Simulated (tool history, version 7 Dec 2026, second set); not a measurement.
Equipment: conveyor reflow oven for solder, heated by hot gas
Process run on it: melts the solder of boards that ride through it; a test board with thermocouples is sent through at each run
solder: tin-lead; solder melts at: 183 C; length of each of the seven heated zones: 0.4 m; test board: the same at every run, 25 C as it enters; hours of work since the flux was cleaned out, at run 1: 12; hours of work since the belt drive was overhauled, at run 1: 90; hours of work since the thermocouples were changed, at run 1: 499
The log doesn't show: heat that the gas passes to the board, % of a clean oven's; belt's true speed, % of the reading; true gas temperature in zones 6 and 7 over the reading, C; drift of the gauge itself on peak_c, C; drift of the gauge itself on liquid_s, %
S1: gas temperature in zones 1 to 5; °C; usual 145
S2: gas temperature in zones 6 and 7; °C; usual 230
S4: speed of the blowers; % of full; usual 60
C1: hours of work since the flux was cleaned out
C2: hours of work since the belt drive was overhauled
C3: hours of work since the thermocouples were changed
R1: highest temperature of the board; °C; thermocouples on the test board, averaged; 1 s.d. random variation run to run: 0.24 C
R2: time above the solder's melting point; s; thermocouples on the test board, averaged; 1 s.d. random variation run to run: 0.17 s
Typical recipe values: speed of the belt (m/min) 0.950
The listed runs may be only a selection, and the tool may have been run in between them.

run 1 hour=0.0 | S1=145 S2=230 speed_of_the_belt_(m/min)=0.950 S4=60 | C1=12 C2=90 C3=499 | R1=213.2 R2=37.5
run 2 hour=12.9 | S1=145 S2=230 speed_of_the_belt_(m/min)=0.950 S4=60 | C1=20 C2=98 C3=508 | R1=213.1 R2=37.1
run 3 hour=24.7 | S1=145 S2=230 speed_of_the_belt_(m/min)=0.950 S4=60 | C1=28 C2=106 C3=516 | R1=213.5 R2=37.1
run 4 hour=33.5 | S1=145 S2=230 speed_of_the_belt_(m/min)=0.950 S4=60 | C1=34 C2=112 C3=522 | R1=214.0 R2=36.8
run 5 hour=42.0 | S1=145 S2=230 speed_of_the_belt_(m/min)=0.950 S4=60 | C1=40 C2=118 C3=527 | R1=213.4 R2=37.2
run 6 hour=48.7 | S1=145 S2=230 speed_of_the_belt_(m/min)=0.950 S4=60 | C1=44 C2=122 C3=532 | R1=213.2 R2=36.9
run 7 hour=56.6 | S1=145 S2=236 speed_of_the_belt_(m/min)=1.098 S4=89 | C1=50 C2=127 C3=537 | R1=221.9 R2=36.2
run 8 hour=63.9 | S1=145 S2=236 speed_of_the_belt_(m/min)=1.098 S4=89 | C1=54 C2=132 C3=542 | R1=222.0 R2=36.6
run 9 hour=70.6 | S1=154 S2=239 speed_of_the_belt_(m/min)=1.098 S4=69 | C1=59 C2=137 C3=547 | R1=220.7 R2=37.4
run 10 hour=77.3 | S1=154 S2=239 speed_of_the_belt_(m/min)=1.098 S4=69 | C1=63 C2=141 C3=551 | R1=220.9 R2=37.3

For run 11, what comes out?
run 11 hour=91.7 | S1=154 S2=239 speed_of_the_belt_(m/min)=1.098 S4=69 | C1=73 C2=151 C3=561 | R1=? R2=?

{"run 11": {"R1": 220.6, "R2": 37.5}}
Take away the tool's hidden state, keep the run-to-run variation as it was, and the same run would have given R1 220.5 °C, R2 37.5 s.
